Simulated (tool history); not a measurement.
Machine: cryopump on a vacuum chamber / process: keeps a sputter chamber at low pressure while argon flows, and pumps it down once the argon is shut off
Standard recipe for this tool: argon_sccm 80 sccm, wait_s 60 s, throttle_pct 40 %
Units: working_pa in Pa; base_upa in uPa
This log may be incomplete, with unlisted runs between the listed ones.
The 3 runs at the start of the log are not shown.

run,day,argon_sccm,wait_s,throttle_pct,working_pa,base_upa
4,3.400,80,60,40,0.3349,3.09
5,4.625,80,60,40,0.3376,3.06
6,5.538,80,60,40,0.3394,3.13
7,7.071,80,60,29,0.4547,3.29
8,8.208,80,60,29,0.4604,3.31
# day 9.196: pump warmed up, emptied and cooled again
9,10.575,80,60,40,0.2997,2.83
10,12.083,80,60,40,0.3052,2.90
11,14.029,80,60,33,0.3700,2.95
12,15.162,80,60,40,0.3099,2.94
13,16.683,80,60,40,0.3123,3.03
14,18.275,80,60,40,0.3155,3.12
15,19.375,80,60,58,0.2281,3.08
16,20.350,80,60,58,0.2278,3.17
17,22.188,80,60,40,0.3300,3.20
18,23.629,80,60,40,0.3306,3.20
19,24.546,80,118,39,0.3409,2.50
20,25.925,60,118,33,0.2980,2.60
21,27.379,52,84,44,0.2033,2.94
22,28.746,121,60,40,0.5222,3.51
23,29.779,54,156,50,0.1955,2.61

Expected results for the next run?
# day 31.858: pump warmed up, emptied and cooled again
24,31.858,120,142,23,?,?

working_pa: 0.7733 Pa
base_upa: 2.00 uPa
Had the tool carried no hidden state, the very same run would have given working_pa 0.7707 Pa, base_upa 0.92 uPa.

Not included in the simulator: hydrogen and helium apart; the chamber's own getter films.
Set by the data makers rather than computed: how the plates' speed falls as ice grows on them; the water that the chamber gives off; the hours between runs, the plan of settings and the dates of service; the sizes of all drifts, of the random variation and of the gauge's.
